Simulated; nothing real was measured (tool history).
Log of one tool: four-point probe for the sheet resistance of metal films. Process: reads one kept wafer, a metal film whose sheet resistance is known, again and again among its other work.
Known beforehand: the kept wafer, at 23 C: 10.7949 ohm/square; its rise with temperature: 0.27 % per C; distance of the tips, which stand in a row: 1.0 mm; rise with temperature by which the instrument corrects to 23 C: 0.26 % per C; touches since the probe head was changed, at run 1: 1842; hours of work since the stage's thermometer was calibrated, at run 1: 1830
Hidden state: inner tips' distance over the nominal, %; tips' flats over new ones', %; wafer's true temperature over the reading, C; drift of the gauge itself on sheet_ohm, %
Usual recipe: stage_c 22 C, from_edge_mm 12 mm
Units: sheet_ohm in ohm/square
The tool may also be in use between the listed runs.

| run | day | stage_c | from_edge_mm | touches since the probe head was changed | hours of work since the stage's thermometer was calibrated | sheet_ohm |
|---|---|---|---|---|---|---|
| 1 | 0 | 22 | 12 | 1842 | 1830 | 10.847119 |
| 2 | 3.838 | 22 | 50 | 2933 | 1879 | 10.800038 |
| 3 | 7.579 | 22 | 50 | 3997 | 1926 | 10.804176 |
| 4 | 11.058 | 22 | 50 | 4985 | 1971 | 10.801715 |
| 5 | 14.029 | 22 | 50 | 5829 | 2008 | 10.800668 |
|  | 16.729 | stage's thermometer calibrated |
| 6 | 17.017 | 22 | 29 | 6672 | 4 | 10.806695 |
| 7 | 19.258 | 22 | 29 | 7310 | 32 | 10.803642 |
| 8 | 22.55 | 22 | 33 | 8246 | 74 | 10.800799 |
| 9 | 25.217 | 22 | 12 | 9003 | 108 | 10.836986 |
| 10 | 30.096 | 22 | 12 | 10390 | 170 | 10.83083 |
| 11 | 33.996 | 26 | 12 | 11498 | 219 | 10.837176 |
| 12 | 36.9 | 26 | 42 | 12324 | 256 | 10.801221 |
| 13 | 41.817 | 26 | 42 | 13721 | 319 | 10.796749 |
| 14 | 44.225 | 26 | 42 | 14406 | 349 | 10.797839 |
|  | 45.804 | stage's thermometer calibrated, once more |
| 15 | 47.417 | 26 | 42 | 15307 | 20 | 10.811597 |
| 16 | 51.921 | 26 | 42 | 16587 | 78 | 10.808907 |
| 17 | 55.396 | 26 | 42 | 17574 | 122 | 10.808483 |
| 18 | 58.662 | 19 | 9 | 18503 | 163 | 10.867688 |
| 19 | 61.942 | 19 | 9 | 19435 | 205 | 10.86853 |
| 20 | 65.042 | 18 | 72 | 20315 | 244 | 10.799729 |
| 21 | 69.154 | 18 | 36 | 21485 | 297 | 10.799324 |
| 22 | 72.8 | 34 | 65 | 22521 | 343 | 10.808373 |
| 23 | 76.758 | 19 | 12 | 23646 | 393 | 10.835023 |
| 24 | 79.658 | 19 | 6 | 24470 | 430 | 10.952659 |
| 25 | 82.392 | 27 | 7 | 25247 | 465 | 10.920929 |
| 26 | 85.338 | 27 | 7 | 26084 | 502 | 10.914905 |
| 27 | 88.167 | 22 | 54 | 26888 | 538 | 10.798266 |
| 28 | 92.504 | 23 | 51 | 28121 | 593 | 10.799857 |
| 29 | 94.854 | 30 | 5 | 28789 | 623 | 11.026707 |
| 30 | 99.154 | 19 | 28 | 30011 | 678 | 10.802364 |

5 ways to go on from here, each from the tool as it stands after run 30. What would each give?
| A | 101.725 | 28 | 12 | 30741 | 710 | ? |
| B | 101.725 | 33 | 6 | 30741 | 710 | ? |
| C | 101.725 | 19 | 26 | 30741 | 710 | ? |
| D | 101.725 | 26 | 13 | 30741 | 710 | ? |
| E | 101.725 | 18 | 12 | 30741 | 710 | ? |

| run | sheet_ohm |
|---|---|
| A | 10.838679 |
| B | 10.963131 |
| C | 10.798101 |
| D | 10.82782 |
| E | 10.828663 |
What these runs would have given with no unlogged condition in the tool:
| run | sheet_ohm |
|---|---|
| A | 10.83989 |
| B | 10.964327 |
| C | 10.799359 |
| D | 10.82904 |
| E | 10.829931 |
